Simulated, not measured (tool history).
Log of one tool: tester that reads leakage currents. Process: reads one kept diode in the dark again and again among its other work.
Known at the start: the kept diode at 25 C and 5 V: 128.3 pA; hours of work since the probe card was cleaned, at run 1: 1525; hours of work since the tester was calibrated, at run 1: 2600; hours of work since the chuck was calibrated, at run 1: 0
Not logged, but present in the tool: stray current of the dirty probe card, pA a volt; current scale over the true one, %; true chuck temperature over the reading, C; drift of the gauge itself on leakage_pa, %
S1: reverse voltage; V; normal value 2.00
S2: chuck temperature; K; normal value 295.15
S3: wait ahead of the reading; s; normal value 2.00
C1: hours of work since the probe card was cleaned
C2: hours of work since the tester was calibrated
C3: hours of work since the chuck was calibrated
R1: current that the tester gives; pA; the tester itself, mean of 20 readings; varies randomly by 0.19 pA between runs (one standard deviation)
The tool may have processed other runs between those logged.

| run | day | S1 | S2 | S3 | C1 | C2 | C3 | R1 |
|---|---|---|---|---|---|---|---|---|
| 1 | 0.000 | 2.00 | 295.15 | 2.00 | 1525 | 2600 | 0 | 61.06 |
| 2 | 3.200 | 2.00 | 295.15 | 2.00 | 1570 | 2645 | 45 | 60.73 |
| 3 | 5.529 | 2.00 | 295.15 | 2.21 | 1603 | 2678 | 78 | 60.59 |
| 4 | 9.304 | 2.00 | 295.15 | 2.21 | 1656 | 2731 | 131 | 60.35 |
| 5 | 14.358 | 2.00 | 295.15 | 2.21 | 1727 | 2802 | 202 | 60.18 |
| 6 | 18.579 | 2.00 | 295.15 | 2.21 | 1787 | 2862 | 262 | 59.73 |
| 7 | 22.621 | 2.00 | 304.15 | 2.21 | 1844 | 2919 | 319 | 119.64 |
| 8 | 25.412 | 10.99 | 304.15 | 2.21 | 1883 | 2958 | 358 | 323.02 |
| 9 | 29.754 | 10.99 | 304.15 | 2.21 | 1944 | 3020 | 419 | 318.34 |
|  | 34.521 | probe card cleaned and baked |
| 10 | 34.521 | 10.99 | 304.15 | 2.21 | 0 | 3085 | 485 | 302.12 |
| 11 | 39.717 | 10.99 | 304.15 | 2.21 | 73 | 3158 | 558 | 299.24 |
| 12 | 43.525 | 10.99 | 304.15 | 2.21 | 127 | 3212 | 612 | 296.18 |
| 13 | 46.317 | 10.99 | 304.15 | 2.09 | 166 | 3251 | 651 | 296.06 |
|  | 50.971 | chuck's temperature calibrated |
| 14 | 51.433 | 2.00 | 295.15 | 2.00 | 237 | 3322 | 7 | 51.38 |
| 15 | 54.183 | 2.00 | 296.15 | 2.00 | 276 | 3361 | 45 | 55.68 |
| 16 | 57.650 | 2.00 | 296.15 | 2.00 | 325 | 3410 | 94 | 55.48 |
| 17 | 61.700 | 2.00 | 296.15 | 2.00 | 382 | 3467 | 151 | 54.91 |
| 18 | 66.092 | 2.00 | 295.15 | 2.00 | 444 | 3529 | 213 | 50.36 |
| 19 | 68.767 | 2.00 | 295.15 | 2.00 | 482 | 3567 | 251 | 49.88 |
| 20 | 73.062 | 2.00 | 295.15 | 0.56 | 542 | 3627 | 311 | 49.83 |
| 21 | 77.775 | 2.00 | 304.15 | 3.51 | 609 | 3694 | 378 | 102.57 |
| 22 | 81.354 | 19.86 | 311.15 | 0.94 | 659 | 3744 | 428 | 646.05 |
|  | 83.338 | chuck's temperature calibrated, once more |
| 23 | 84.975 | 3.69 | 325.15 | 0.34 | 709 | 3794 | 23 | 801.07 |
| 24 | 89.133 | 3.69 | 325.15 | 0.34 | 768 | 3853 | 82 | 798.44 |
| 25 | 93.650 | 3.69 | 325.15 | 0.34 | 831 | 3916 | 145 | 793.04 |
| 26 | 96.842 | 17.59 | 329.15 | 1.44 | 876 | 3961 | 190 | 2496.04 |
| 27 | 101.529 | 17.59 | 329.15 | 1.44 | 942 | 4027 | 256 | 2474.48 |
| 28 | 105.188 | 2.76 | 307.15 | 2.00 | 994 | 4079 | 308 | 179.16 |
| 29 | 107.808 | 3.09 | 295.15 | 2.55 | 1031 | 4116 | 345 | 73.93 |
| 30 | 111.004 | 6.45 | 325.15 | 9.20 | 1076 | 4161 | 390 | 1054.79 |
| 31 | 116.542 | 6.45 | 325.15 | 9.20 | 1154 | 4239 | 468 | 1048.89 |
| 32 | 121.117 | 13.18 | 317.15 | 0.31 | 1218 | 4303 | 533 | 897.10 |

What will run 33 give?
| 33 | 125.558 | 1.68 | 310.15 | 2.00 | 1281 | 4366 | 595 | ? |

R1: 164.79 pA
With the hidden condition absent and the run-to-run variation left alone, this run would have shown R1 178.58 pA.

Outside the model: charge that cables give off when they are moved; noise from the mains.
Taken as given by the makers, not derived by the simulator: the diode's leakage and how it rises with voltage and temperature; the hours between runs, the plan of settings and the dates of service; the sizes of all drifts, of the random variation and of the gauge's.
